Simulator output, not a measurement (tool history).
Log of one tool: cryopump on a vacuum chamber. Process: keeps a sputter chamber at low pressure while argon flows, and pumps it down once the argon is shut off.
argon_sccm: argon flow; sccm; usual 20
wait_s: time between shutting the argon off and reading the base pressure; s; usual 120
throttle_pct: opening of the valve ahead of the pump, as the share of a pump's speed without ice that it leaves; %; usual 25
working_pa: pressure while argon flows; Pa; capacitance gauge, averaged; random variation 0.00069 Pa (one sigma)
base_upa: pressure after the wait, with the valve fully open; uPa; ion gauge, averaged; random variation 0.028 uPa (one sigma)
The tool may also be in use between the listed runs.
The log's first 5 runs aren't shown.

{"run": 6, "hour": 68.1, "argon_sccm": 11, "wait_s": 120, "throttle_pct": 25, "working_pa": 0.0692, "base_upa": 4.52}
{"run": 7, "hour": 85.1, "argon_sccm": 20, "wait_s": 120, "throttle_pct": 25, "working_pa": 0.1242, "base_upa": 4.75}
{"run": 8, "hour": 103.5, "argon_sccm": 20, "wait_s": 120, "throttle_pct": 43, "working_pa": 0.0764, "base_upa": 4.62}
{"run": 9, "hour": 122.2, "argon_sccm": 20, "wait_s": 120, "throttle_pct": 46, "working_pa": 0.0712, "base_upa": 4.63}
{"run": 10, "hour": 137.4, "argon_sccm": 10, "wait_s": 120, "throttle_pct": 25, "working_pa": 0.0627, "base_upa": 4.88}
{"run": 11, "hour": 155.3, "argon_sccm": 10, "wait_s": 120, "throttle_pct": 25, "working_pa": 0.0629, "base_upa": 4.79}
{"run": 12, "hour": 164.4, "argon_sccm": 20, "wait_s": 127, "throttle_pct": 25, "working_pa": 0.1256, "base_upa": 4.79}
{"run": 13, "hour": 184.1, "argon_sccm": 20, "wait_s": 127, "throttle_pct": 25, "working_pa": 0.1255, "base_upa": 4.76}
{"run": 14, "hour": 196.6, "argon_sccm": 20, "wait_s": 279, "throttle_pct": 25, "working_pa": 0.1272, "base_upa": 4.21}
{"run": 15, "hour": 206.9, "argon_sccm": 20, "wait_s": 279, "throttle_pct": 25, "working_pa": 0.1257, "base_upa": 4.31}
{"run": 16, "hour": 222.8, "argon_sccm": 20, "wait_s": 279, "throttle_pct": 25, "working_pa": 0.1263, "base_upa": 4.46}
{"run": 17, "hour": 237.2, "argon_sccm": 20, "wait_s": 120, "throttle_pct": 25, "working_pa": 0.1268, "base_upa": 5.05}
{"run": 18, "hour": 252.0, "argon_sccm": 20, "wait_s": 57, "throttle_pct": 22, "working_pa": 0.1411, "base_upa": 6.15}
{"run": 19, "hour": 263.2, "argon_sccm": 20, "wait_s": 120, "throttle_pct": 25, "working_pa": 0.1257, "base_upa": 5.15}

Forecast run 20:
{"hour": 270.1, "done": "leaking fittings of the chamber tightened, without venting"}
{"run": 20, "hour": 281.9, "argon_sccm": 20, "wait_s": 120, "throttle_pct": 39, "working_pa": "?", "base_upa": "?"}

Run 20 gave working_pa 0.0849 Pa, base_upa 1.49 uPa.
Without the tool's hidden state the same run would have given working_pa 0.0768 Pa, base_upa 1.37 uPa.
